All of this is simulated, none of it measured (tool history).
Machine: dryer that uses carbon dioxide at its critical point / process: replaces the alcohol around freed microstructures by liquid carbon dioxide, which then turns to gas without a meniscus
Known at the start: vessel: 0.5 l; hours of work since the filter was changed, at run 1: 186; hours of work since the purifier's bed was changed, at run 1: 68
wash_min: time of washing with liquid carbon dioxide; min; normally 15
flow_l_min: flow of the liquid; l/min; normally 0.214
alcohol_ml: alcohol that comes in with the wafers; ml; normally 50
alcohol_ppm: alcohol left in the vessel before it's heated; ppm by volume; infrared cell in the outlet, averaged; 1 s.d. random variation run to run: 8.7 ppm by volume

run     day  wash_min  flow_l_min  alcohol_ml  hours of work since the filter was changed  hours of work since the purifier's bed was changed  alcohol_ppm
  1   0.000        15       0.214          50                                         186                                                  68          774
  2   0.971        15       0.214          50                                         203                                                  85          821
  3   2.008        15       0.214          50                                         221                                                 103          850
  4   2.771        15       0.150          50                                         235                                                 117         3367
  5   3.617        15       0.188          50                                         250                                                 132         1506
  6   5.067        15       0.188          50                                         275                                                 157         1636
  7   5.875        15       0.214          50                                         289                                                 171          994
  8   7.538        15       0.214          50                                         319                                                 201         1060
  9   8.946        15       0.214          50                                         343                                                 226         1108
 10  10.392        15       0.214          50                                         369                                                 251         1199
 11  11.121        15       0.214          50                                         382                                                 264         1223
 12  12.412        15       0.214          50                                         405                                                 287         1249
     13.762  -- inlet filter changed
 13  13.996        15       0.214          50                                           4                                                 314          560
 14  15.429        15       0.214          50                                          29                                                 339          578
 15  17.008        10       0.214          50                                          57                                                 367         3221
 16  17.958        15       0.214          50                                          74                                                 384          654
 17  19.479        23       0.214          50                                         101                                                 410          118
 18  20.838        15       0.214          50                                         125                                                 434          711
 19  22.138        15       0.214          50                                         148                                                 457          758
 20  23.233        15       0.214          50                                         167                                                 477          771
 21  24.425        15       0.214          50                                         188                                                 497          833
 22  25.396        15       0.214          55                                         205                                                 515          972
 23  26.317        15       0.214          55                                         221                                                 531          971
 24  27.962        15       0.214          55                                         250                                                 560         1034
 25  29.396        16       0.236          24                                         275                                                 585          323
 26  30.442        15       0.236          24                                         294                                                 604          392
 27  31.379        23       0.321          22                                         310                                                 620          127
 28  32.783        23       0.321          22                                         335                                                 645          136
 29  34.242        15       0.214          43                                         361                                                 670         1045
 30  35.342        15       0.214          43                                         380                                                 690         1101
 31  36.550        15       0.214          43                                         401                                                 711         1149
 32  37.804        19       0.214          76                                         423                                                 733          726
     38.025  -- inlet filter changed
 33  38.558        18       0.214          76                                           9                                                 746          404
 34  39.654        16       0.154          50                                          29                                                 765         1785
 35  41.142        14       0.259          52                                          55                                                 791          458
 36  42.512        21       0.245          50                                          79                                                 815          191
 37  43.271        13       0.190          34                                          92                                                 829         1439
 38  43.967        13       0.190          34                                         105                                                 841         1479
 39  45.404        13       0.190          34                                         130                                                 866         1574
 40  46.175        14       0.176          50                                         144                                                 880         2206
 41  47.450        14       0.176          50                                         166                                                 902         2298
 42  48.450        14       0.176          50                                         184                                                 920         2360
 43  49.896        14       0.176          50                                         209                                                 946         2496
 44  50.975        17       0.310          50                                         228                                                 965          241
 45  51.671        17       0.310          50                                         240                                                 977          229
 46  52.912        12       0.247         102                                         262                                                 999         2789
 47  54.112        19       0.169          98                                         283                                                1020         1879

Forecast each of these 4 alternatives for the next run:
  A  55.600        20       0.133          91                                         310                                                1046            ?
  B  55.600        11       0.214          58                                         310                                                1046            ?
  C  55.600        14       0.193          50                                         310                                                1046            ?
  D  55.600        11       0.169          52                                         310                                                1046            ?

run  alcohol_ppm
  A         3690
  B         4102
  C         2150
  D         6765
Stripped of hidden state, with their random variation kept, the same runs would have yielded:
run  alcohol_ppm
  A         1953
  B         2363
  C         1095
  D         4401
